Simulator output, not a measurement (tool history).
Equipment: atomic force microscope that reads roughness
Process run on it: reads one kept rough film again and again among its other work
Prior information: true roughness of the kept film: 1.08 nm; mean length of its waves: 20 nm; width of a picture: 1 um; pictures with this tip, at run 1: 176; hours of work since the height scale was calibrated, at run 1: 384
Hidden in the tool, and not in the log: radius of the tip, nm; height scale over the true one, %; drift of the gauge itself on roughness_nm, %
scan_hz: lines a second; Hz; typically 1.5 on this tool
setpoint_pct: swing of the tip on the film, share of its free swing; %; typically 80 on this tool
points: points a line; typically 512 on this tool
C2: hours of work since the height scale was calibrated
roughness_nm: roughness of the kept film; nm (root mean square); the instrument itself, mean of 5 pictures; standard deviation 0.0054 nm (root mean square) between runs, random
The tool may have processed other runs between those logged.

{"run": 1, "day": 0.0, "scan_hz": 1.5, "setpoint_pct": 80, "points": 512, "pictures with this tip": 176, "C2": 384, "roughness_nm": 0.711}
{"run": 2, "day": 0.962, "scan_hz": 1.5, "setpoint_pct": 80, "points": 512, "pictures with this tip": 194, "C2": 394, "roughness_nm": 0.696}
{"run": 3, "day": 1.454, "scan_hz": 1.5, "setpoint_pct": 80, "points": 512, "pictures with this tip": 203, "C2": 400, "roughness_nm": 0.689}
{"run": 4, "day": 2.508, "scan_hz": 1.5, "setpoint_pct": 80, "points": 746, "pictures with this tip": 223, "C2": 411, "roughness_nm": 0.676}
{"day": 2.942, "done": "new tip fitted"}
{"run": 5, "day": 3.104, "scan_hz": 1.5, "setpoint_pct": 72, "points": 512, "pictures with this tip": 3, "C2": 417, "roughness_nm": 0.907}
{"run": 6, "day": 3.854, "scan_hz": 1.5, "setpoint_pct": 72, "points": 512, "pictures with this tip": 17, "C2": 425, "roughness_nm": 0.893}
{"run": 7, "day": 4.638, "scan_hz": 1.5, "setpoint_pct": 72, "points": 512, "pictures with this tip": 31, "C2": 434, "roughness_nm": 0.875}
{"run": 8, "day": 5.196, "scan_hz": 0.65, "setpoint_pct": 80, "points": 512, "pictures with this tip": 41, "C2": 440, "roughness_nm": 0.875}
{"run": 9, "day": 5.704, "scan_hz": 1.5, "setpoint_pct": 80, "points": 512, "pictures with this tip": 51, "C2": 445, "roughness_nm": 0.825}
{"run": 10, "day": 6.642, "scan_hz": 3.33, "setpoint_pct": 80, "points": 512, "pictures with this tip": 68, "C2": 456, "roughness_nm": 0.761}
{"run": 11, "day": 7.588, "scan_hz": 3.33, "setpoint_pct": 80, "points": 512, "pictures with this tip": 86, "C2": 466, "roughness_nm": 0.737}
{"run": 12, "day": 8.525, "scan_hz": 3.33, "setpoint_pct": 80, "points": 512, "pictures with this tip": 103, "C2": 476, "roughness_nm": 0.714}
{"run": 13, "day": 9.475, "scan_hz": 3.33, "setpoint_pct": 81, "points": 512, "pictures with this tip": 121, "C2": 486, "roughness_nm": 0.698}
{"run": 14, "day": 10.462, "scan_hz": 3.33, "setpoint_pct": 81, "points": 512, "pictures with this tip": 139, "C2": 497, "roughness_nm": 0.685}
{"run": 15, "day": 10.912, "scan_hz": 3.33, "setpoint_pct": 81, "points": 512, "pictures with this tip": 148, "C2": 502, "roughness_nm": 0.67}
{"run": 16, "day": 11.842, "scan_hz": 1.84, "setpoint_pct": 79, "points": 690, "pictures with this tip": 165, "C2": 512, "roughness_nm": 0.715}
{"run": 17, "day": 12.492, "scan_hz": 1.84, "setpoint_pct": 79, "points": 690, "pictures with this tip": 177, "C2": 519, "roughness_nm": 0.692}
{"run": 18, "day": 12.95, "scan_hz": 2.23, "setpoint_pct": 58, "points": 670, "pictures with this tip": 185, "C2": 524, "roughness_nm": 0.729}
{"run": 19, "day": 13.454, "scan_hz": 2.23, "setpoint_pct": 58, "points": 670, "pictures with this tip": 195, "C2": 529, "roughness_nm": 0.723}
{"run": 20, "day": 14.35, "scan_hz": 2.23, "setpoint_pct": 58, "points": 670, "pictures with this tip": 211, "C2": 539, "roughness_nm": 0.7}

Run 21 comes next. What will it give?
{"run": 21, "day": 14.967, "scan_hz": 2.23, "setpoint_pct": 58, "points": 670, "pictures with this tip": 223, "C2": 545, "roughness_nm": "?"}

Run 21 came out at roughness_nm 0.7 nm (root mean square).
If the tool had no hidden condition, the same run with the same run-to-run variation would have returned roughness_nm 0.952 nm (root mean square).

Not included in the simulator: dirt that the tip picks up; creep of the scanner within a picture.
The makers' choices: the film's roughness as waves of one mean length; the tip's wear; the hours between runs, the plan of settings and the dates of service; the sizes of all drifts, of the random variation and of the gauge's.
